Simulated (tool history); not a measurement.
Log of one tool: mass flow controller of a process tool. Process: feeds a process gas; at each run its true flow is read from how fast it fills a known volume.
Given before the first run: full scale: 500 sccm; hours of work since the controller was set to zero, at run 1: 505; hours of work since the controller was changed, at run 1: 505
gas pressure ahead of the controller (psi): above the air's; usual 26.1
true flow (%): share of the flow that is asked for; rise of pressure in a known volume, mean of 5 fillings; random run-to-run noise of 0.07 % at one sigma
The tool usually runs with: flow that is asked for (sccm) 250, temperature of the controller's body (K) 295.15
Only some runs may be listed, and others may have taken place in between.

run    hour  flow that is asked for (sccm)  gas pressure ahead of the controller (psi)  temperature of the controller's body (K)  hours of work since the controller was set to zero  hours of work since the controller was changed  true flow (%)
  1       0                            250                                        26.1                                    295.15                                                 505                                             505          99.24
  2    52.7                            250                                        24.5                                    295.15                                                 529                                             529          99.42
  3   172.6                            250                                        26.1                                    307.15                                                 583                                             583          98.21
  4   290.7                            250                                        26.1                                    307.15                                                 636                                             636          98.06
  5   414.7                            495                                        26.1                                    307.15                                                 692                                             692          99.55
  6   536.6                            495                                        26.1                                    307.15                                                 748                                             748          99.29
  7   587.3                            495                                        26.1                                    307.15                                                 770                                             770          99.36
  8   706.2                            250                                        26.1                                    312.15                                                 824                                             824          97.83
  9   794.7                            250                                        26.1                                    300.15                                                 864                                             864          98.95
 10     861                            250                                        26.1                                    295.15                                                 894                                             894          99.26
 11   958.9                            250                                        34.2                                    311.15                                                 938                                             938          97.57
 12  1083.8                             78                                        26.1                                    295.15                                                 995                                             995          99.08
 13  1185.6                            477                                        26.1                                    307.15                                                1041                                            1041          99.38
 14  1277.1                            477                                        26.1                                    307.15                                                1082                                            1082          99.34
 15  1369.1                            382                                        22.2                                    307.15                                                1124                                            1124          99.06
 16  1422.7                            219                                        20.7                                    295.15                                                1148                                            1148           99.7
 17  1493.2                            219                                        20.7                                    295.15                                                1180                                            1180          99.63
 18    1569                             90                                        25.5                                    299.15                                                1214                                            1214          98.81
 19  1625.3                             90                                        25.5                                    299.15                                                1239                                            1239          98.79

Predict each of these 5 candidate next runs independently; none follows another, all start after run 19:
  A  1689.3                            250                                        36.5                                    303.15                                                1268                                            1268              ?
  B  1689.3                             90                                        25.5                                    306.15                                                1268                                            1268              ?
  C  1689.3                             94                                        29.6                                    294.15                                                1268                                            1268              ?
  D  1689.3                            249                                        29.4                                    312.15                                                1268                                            1268              ?
  E  1689.3                            237                                        26.1                                    295.15                                                1268                                            1268              ?

run  true flow (%)
  A          98.36
  B          98.21
  C          99.04
  D          97.81
  E          99.45
Had the tool no hidden state, the same runs would have come out as:
run  true flow (%)
  A          98.01
  B           97.4
  C          98.26
  D          97.46
  E          99.08
